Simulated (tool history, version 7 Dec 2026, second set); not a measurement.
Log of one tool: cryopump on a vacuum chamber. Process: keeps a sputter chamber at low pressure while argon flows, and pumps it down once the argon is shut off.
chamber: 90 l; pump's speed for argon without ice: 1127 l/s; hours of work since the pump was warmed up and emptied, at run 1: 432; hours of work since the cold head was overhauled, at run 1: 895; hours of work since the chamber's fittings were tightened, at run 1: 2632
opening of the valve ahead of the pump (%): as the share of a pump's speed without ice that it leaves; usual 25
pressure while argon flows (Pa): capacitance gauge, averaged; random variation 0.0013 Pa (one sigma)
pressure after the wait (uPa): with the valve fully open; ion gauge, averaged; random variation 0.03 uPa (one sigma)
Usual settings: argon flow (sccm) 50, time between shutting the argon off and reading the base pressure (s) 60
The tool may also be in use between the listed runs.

| run | hour | argon flow (sccm) | time between shutting the argon off and reading the base pressure (s) | opening of the valve ahead of the pump (%) | hours of work since the pump was warmed up and emptied | hours of work since the cold head was overhauled | hours of work since the chamber's fittings were tightened | pressure while argon flows (Pa) | pressure after the wait (uPa) |
|---|---|---|---|---|---|---|---|---|---|
| 1 | 0 | 50 | 60 | 25 | 432 | 895 | 2632 | 0.315 | 1.85 |
|  | 32.1 | pump warmed up, emptied and cooled again |
| 2 | 49.3 | 50 | 60 | 17 | 15 | 934 | 2670 | 0.4415 | 1.77 |
| 3 | 75.1 | 50 | 60 | 17 | 37 | 956 | 2692 | 0.442 | 1.78 |
| 4 | 103.6 | 50 | 60 | 17 | 62 | 981 | 2717 | 0.444 | 1.75 |
| 5 | 142.9 | 50 | 60 | 17 | 96 | 1015 | 2751 | 0.4459 | 1.79 |
| 6 | 172.4 | 50 | 60 | 25 | 121 | 1040 | 2776 | 0.3044 | 1.81 |
| 7 | 207.2 | 50 | 60 | 25 | 151 | 1070 | 2806 | 0.3056 | 1.84 |
| 8 | 264.1 | 50 | 194 | 25 | 201 | 1120 | 2856 | 0.3054 | 0.98 |
| 9 | 314.9 | 50 | 194 | 25 | 245 | 1163 | 2900 | 0.3088 | 1.03 |
| 10 | 347.9 | 100 | 34 | 24 | 273 | 1192 | 2928 | 0.6486 | 2.79 |
| 11 | 383.1 | 29 | 190 | 25 | 304 | 1222 | 2959 | 0.181 | 1.07 |
| 12 | 414.8 | 29 | 190 | 21 | 331 | 1250 | 2986 | 0.2141 | 1.04 |
| 13 | 449.4 | 29 | 190 | 21 | 361 | 1280 | 3016 | 0.215 | 1.11 |
|  | 481.7 | leaking fittings of the chamber tightened, without venting |
| 14 | 508.2 | 58 | 169 | 33 | 410 | 1329 | 23 | 0.2835 | 0.8 |
|  | 568.1 | pump warmed up, emptied and cooled again |
| 15 | 574.6 | 40 | 216 | 45 | 6 | 1382 | 76 | 0.1346 | 0.63 |
| 16 | 630.6 | 36 | 22 | 25 | 54 | 1430 | 124 | 0.2185 | 3.63 |

Run 17 comes next. What will it give?
| 17 | 670 | 50 | 60 | 47 | 88 | 1464 | 158 | ? | ? |

pressure while argon flows (Pa): 0.1645
pressure after the wait (uPa): 1.52
Without the tool's hidden state the same run would have given pressure while argon flows (Pa) 0.1605, pressure after the wait (uPa) 1.46.
